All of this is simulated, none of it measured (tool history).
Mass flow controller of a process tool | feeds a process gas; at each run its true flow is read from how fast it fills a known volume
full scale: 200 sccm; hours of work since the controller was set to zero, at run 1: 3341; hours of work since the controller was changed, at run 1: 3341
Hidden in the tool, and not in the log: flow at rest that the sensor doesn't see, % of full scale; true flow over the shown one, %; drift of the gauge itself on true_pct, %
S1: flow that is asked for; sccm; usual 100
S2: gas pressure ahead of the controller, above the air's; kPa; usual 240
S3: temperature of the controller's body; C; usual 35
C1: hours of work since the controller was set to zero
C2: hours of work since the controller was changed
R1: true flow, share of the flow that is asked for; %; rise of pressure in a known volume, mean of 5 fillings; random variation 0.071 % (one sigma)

{"run": 1, "hour": 0.0, "S1": 100, "S2": 240, "S3": 35, "C1": 3341, "C2": 3341, "R1": 99.47}
{"run": 2, "hour": 536.8, "S1": 100, "S2": 240, "S3": 35, "C1": 3718, "C2": 3718, "R1": 99.34}
{"run": 3, "hour": 781.2, "S1": 100, "S2": 240, "S3": 35, "C1": 3889, "C2": 3889, "R1": 99.0}
{"run": 4, "hour": 1301.1, "S1": 100, "S2": 240, "S3": 27, "C1": 4254, "C2": 4254, "R1": 98.55}
{"run": 5, "hour": 1782.2, "S1": 115, "S2": 240, "S3": 35, "C1": 4592, "C2": 4592, "R1": 98.87}
{"run": 6, "hour": 2159.7, "S1": 100, "S2": 240, "S3": 35, "C1": 4857, "C2": 4857, "R1": 98.45}
{"run": 7, "hour": 2565.6, "S1": 100, "S2": 240, "S3": 28, "C1": 5143, "C2": 5143, "R1": 98.06}
{"run": 8, "hour": 3027.6, "S1": 180, "S2": 240, "S3": 28, "C1": 5467, "C2": 5467, "R1": 98.75}
{"hour": 3216.0, "done": "controller's zero set anew"}
{"run": 9, "hour": 3454.1, "S1": 180, "S2": 240, "S3": 28, "C1": 167, "C2": 5766, "R1": 98.4}
{"run": 10, "hour": 3729.2, "S1": 100, "S2": 240, "S3": 35, "C1": 360, "C2": 5959, "R1": 97.82}
{"run": 11, "hour": 3988.2, "S1": 100, "S2": 240, "S3": 35, "C1": 542, "C2": 6141, "R1": 97.82}
{"run": 12, "hour": 4256.1, "S1": 100, "S2": 240, "S3": 35, "C1": 730, "C2": 6329, "R1": 97.62}
{"run": 13, "hour": 4793.2, "S1": 100, "S2": 240, "S3": 35, "C1": 1108, "C2": 6707, "R1": 97.35}
{"run": 14, "hour": 5180.8, "S1": 100, "S2": 240, "S3": 26, "C1": 1380, "C2": 6979, "R1": 96.78}
{"run": 15, "hour": 5486.6, "S1": 100, "S2": 240, "S3": 26, "C1": 1595, "C2": 7194, "R1": 96.55}
{"run": 16, "hour": 5740.6, "S1": 100, "S2": 210, "S3": 35, "C1": 1773, "C2": 7372, "R1": 96.84}
{"run": 17, "hour": 5959.9, "S1": 100, "S2": 210, "S3": 35, "C1": 1927, "C2": 7526, "R1": 96.88}
{"run": 18, "hour": 6385.5, "S1": 100, "S2": 240, "S3": 33, "C1": 2226, "C2": 7825, "R1": 96.7}
{"hour": 6614.3, "done": "gauge calibrated"}
{"run": 19, "hour": 6881.5, "S1": 100, "S2": 240, "S3": 33, "C1": 2574, "C2": 8173, "R1": 99.27}
{"hour": 7027.1, "done": "controller exchanged for a calibrated one"}
{"run": 20, "hour": 7305.0, "S1": 100, "S2": 240, "S3": 23, "C1": 195, "C2": 195, "R1": 98.76}
{"run": 21, "hour": 7585.9, "S1": 100, "S2": 240, "S3": 35, "C1": 392, "C2": 392, "R1": 99.14}
{"run": 22, "hour": 7862.5, "S1": 100, "S2": 240, "S3": 35, "C1": 587, "C2": 587, "R1": 98.87}
{"run": 23, "hour": 8159.5, "S1": 100, "S2": 240, "S3": 35, "C1": 795, "C2": 795, "R1": 98.81}
{"run": 24, "hour": 8386.6, "S1": 99, "S2": 172, "S3": 33, "C1": 955, "C2": 955, "R1": 98.31}
{"run": 25, "hour": 8617.4, "S1": 100, "S2": 240, "S3": 23, "C1": 1117, "C2": 1117, "R1": 97.99}
{"run": 26, "hour": 9089.0, "S1": 100, "S2": 240, "S3": 23, "C1": 1448, "C2": 1448, "R1": 97.74}
{"run": 27, "hour": 9513.0, "S1": 168, "S2": 168, "S3": 21, "C1": 1746, "C2": 1746, "R1": 98.21}
{"run": 28, "hour": 9791.9, "S1": 168, "S2": 168, "S3": 21, "C1": 1942, "C2": 1942, "R1": 98.05}
{"run": 29, "hour": 10065.5, "S1": 32, "S2": 207, "S3": 26, "C1": 2134, "C2": 2134, "R1": 96.68}
{"run": 30, "hour": 10473.9, "S1": 32, "S2": 207, "S3": 37, "C1": 2421, "C2": 2421, "R1": 97.08}
{"run": 31, "hour": 10904.9, "S1": 32, "S2": 207, "S3": 37, "C1": 2723, "C2": 2723, "R1": 96.93}
{"run": 32, "hour": 11378.5, "S1": 63, "S2": 229, "S3": 27, "C1": 3056, "C2": 3056, "R1": 96.7}
{"run": 33, "hour": 11630.9, "S1": 68, "S2": 147, "S3": 27, "C1": 3233, "C2": 3233, "R1": 96.33}
{"run": 34, "hour": 11860.2, "S1": 84, "S2": 178, "S3": 36, "C1": 3394, "C2": 3394, "R1": 97.09}
{"run": 35, "hour": 12302.7, "S1": 117, "S2": 258, "S3": 23, "C1": 3705, "C2": 3705, "R1": 96.61}
{"run": 36, "hour": 12679.5, "S1": 185, "S2": 238, "S3": 35, "C1": 3970, "C2": 3970, "R1": 97.92}
{"run": 37, "hour": 13136.7, "S1": 100, "S2": 181, "S3": 27, "C1": 4291, "C2": 4291, "R1": 96.08}
{"run": 38, "hour": 13590.0, "S1": 39, "S2": 192, "S3": 34, "C1": 4609, "C2": 4609, "R1": 95.64}
{"run": 39, "hour": 14000.3, "S1": 39, "S2": 192, "S3": 34, "C1": 4897, "C2": 4897, "R1": 95.43}
{"run": 40, "hour": 14245.0, "S1": 33, "S2": 173, "S3": 34, "C1": 5069, "C2": 5069, "R1": 95.27}
{"run": 41, "hour": 14668.8, "S1": 25, "S2": 240, "S3": 35, "C1": 5367, "C2": 5367, "R1": 95.13}
{"hour": 15015.6, "done": "controller's zero set anew"}
{"run": 42, "hour": 15207.0, "S1": 25, "S2": 240, "S3": 35, "C1": 134, "C2": 5744, "R1": 94.94}
{"run": 43, "hour": 15549.9, "S1": 100, "S2": 240, "S3": 25, "C1": 375, "C2": 5985, "R1": 95.11}
{"run": 44, "hour": 15837.4, "S1": 93, "S2": 254, "S3": 33, "C1": 577, "C2": 6187, "R1": 95.41}
{"run": 45, "hour": 16250.8, "S1": 104, "S2": 254, "S3": 28, "C1": 867, "C2": 6478, "R1": 95.11}
{"run": 46, "hour": 16781.6, "S1": 104, "S2": 254, "S3": 28, "C1": 1240, "C2": 6850, "R1": 94.96}

Forecast each of these 4 alternatives for the next run:
{"run": "A", "hour": 16999.2, "S1": 100, "S2": 163, "S3": 35, "C1": 1393, "C2": 7003, "R1": "?"}
{"run": "B", "hour": 16999.2, "S1": 100, "S2": 240, "S3": 23, "C1": 1393, "C2": 7003, "R1": "?"}
{"run": "C", "hour": 16999.2, "S1": 100, "S2": 240, "S3": 20, "C1": 1393, "C2": 7003, "R1": "?"}
{"run": "D", "hour": 16999.2, "S1": 143, "S2": 175, "S3": 40, "C1": 1393, "C2": 7003, "R1": "?"}

run=A R1=94.72
run=B R1=94.33
run=C R1=94.29
run=D R1=95.54
Without the tool's hidden state the same runs would have given:
run=A R1=99.18
run=B R1=98.77
run=C R1=98.72
run=D R1=100.03
